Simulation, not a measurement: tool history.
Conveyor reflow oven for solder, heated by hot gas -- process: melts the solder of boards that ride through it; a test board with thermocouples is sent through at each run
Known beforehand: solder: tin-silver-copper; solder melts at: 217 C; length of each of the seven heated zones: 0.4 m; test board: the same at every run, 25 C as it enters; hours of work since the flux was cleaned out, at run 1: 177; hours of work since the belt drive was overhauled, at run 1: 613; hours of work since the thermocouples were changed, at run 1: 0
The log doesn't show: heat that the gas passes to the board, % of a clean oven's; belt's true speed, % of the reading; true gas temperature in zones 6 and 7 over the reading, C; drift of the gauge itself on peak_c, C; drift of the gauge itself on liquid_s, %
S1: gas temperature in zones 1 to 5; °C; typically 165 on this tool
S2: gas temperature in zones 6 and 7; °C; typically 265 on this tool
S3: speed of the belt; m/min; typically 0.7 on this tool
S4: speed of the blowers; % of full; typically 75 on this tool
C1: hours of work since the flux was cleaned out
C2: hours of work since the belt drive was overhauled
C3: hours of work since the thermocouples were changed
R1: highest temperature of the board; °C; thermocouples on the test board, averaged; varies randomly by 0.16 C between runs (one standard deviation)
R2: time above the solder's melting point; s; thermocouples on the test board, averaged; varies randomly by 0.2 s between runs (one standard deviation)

run	hour	S1	S2	S3	S4	C1	C2	C3	R1	R2
1	0	165	265	0.7	75	177	613	0	241.1	38.7
# hour 36.6: flux residue cleaned out of gas plates and filters
2	46.4	165	265	0.7	75	5	634	21	243.7	41.7
3	89.4	165	265	0.7	75	26	655	42	243.4	41.5
4	138.9	165	265	0.7	75	51	679	66	243.3	41.3
5	174.5	165	265	0.7	75	68	697	84	243.1	40.8
6	195.4	165	265	0.7	62	79	707	94	237.7	35.1
7	227	151	265	0.7	75	94	723	110	239.6	34.3
8	273.1	151	265	0.7	75	117	746	133	239.7	34.2
9	316.8	151	265	0.7	75	139	767	154	239.3	33.7
10	342.7	151	265	0.7	75	151	780	167	239	33.4
11	366.1	151	265	0.7	75	163	792	179	239.1	33.4
12	410.2	151	265	0.7	75	185	814	200	239	33.4
# hour 430.9: flux residue cleaned out of gas plates and filters
13	457.5	177	265	0.7	75	13	834	221	246.8	47.9
14	490.3	177	265	0.7	75	29	851	238	246.3	47.6
15	517.6	177	265	0.7	75	43	864	251	246.5	47.6
16	542.6	159	265	0.698	75	55	877	263	242.7	39.1
17	570.1	160	255	0.698	75	69	890	277	234.3	31.5
18	594.8	160	255	0.698	75	81	902	289	234.2	31.2
19	635.2	164	272	0.693	70	101	922	309	247.4	44.3
20	681.6	165	265	0.789	53	124	945	332	227.6	17.3
21	705.5	165	263	0.7	77	136	957	344	242.2	40.6
22	742	165	263	0.7	77	154	975	362	241.7	39.7
23	765.5	165	263	0.7	77	166	987	374	241.5	40.1
24	803.2	165	276	0.791	77	184	1005	392	246.8	38
# hour 828.1: flux residue cleaned out of gas plates and filters
25	843.4	165	276	0.791	77	8	1023	410	249.3	40.5
26	867.2	179	271	0.616	50	19	1035	422	247.2	54.6
27	905.2	162	256	0.806	66	38	1053	440	227.8	17.5
28	941.9	162	256	0.806	73	56	1072	459	230	21.7
29	989.9	166	271	0.7	75	80	1095	482	249.3	46.7
30	1012.3	166	271	0.7	75	91	1106	493	249.1	46.8

Measured result minus the same run's result without the hidden state. Both carry the same run-to-run variation, though not necessarily the same gauge scatter:
run	R1	R2
1	-2.2	-1.9
2	+0.2	+0.9
3	+0	+0.7
4	-0.2	+0.4
5	-0.4	+0.3
6	-0.3	+0.2
7	-0.7	-0.2
8	-0.9	-0.5
9	-1.1	-0.8
10	-1.3	-1
11	-1.4	-1.1
12	-1.7	-1.5
13	+0.6	+1.4
14	+0.5	+1.3
15	+0.4	+1.1
16	+0.2	+0.9
17	+0.1	+0.6
18	+0	+0.5
19	-0.1	+0.7
20	-0.1	+0.1
21	-0.5	+0.2
22	-0.7	-0.1
23	-0.8	-0.2
24	-1.3	-0.4
25	+1.5	+2
26	+1.4	+2.8
27	+1.1	+2
28	+0.9	+1.5
29	+0.6	+1.6
30	+0.6	+1.5

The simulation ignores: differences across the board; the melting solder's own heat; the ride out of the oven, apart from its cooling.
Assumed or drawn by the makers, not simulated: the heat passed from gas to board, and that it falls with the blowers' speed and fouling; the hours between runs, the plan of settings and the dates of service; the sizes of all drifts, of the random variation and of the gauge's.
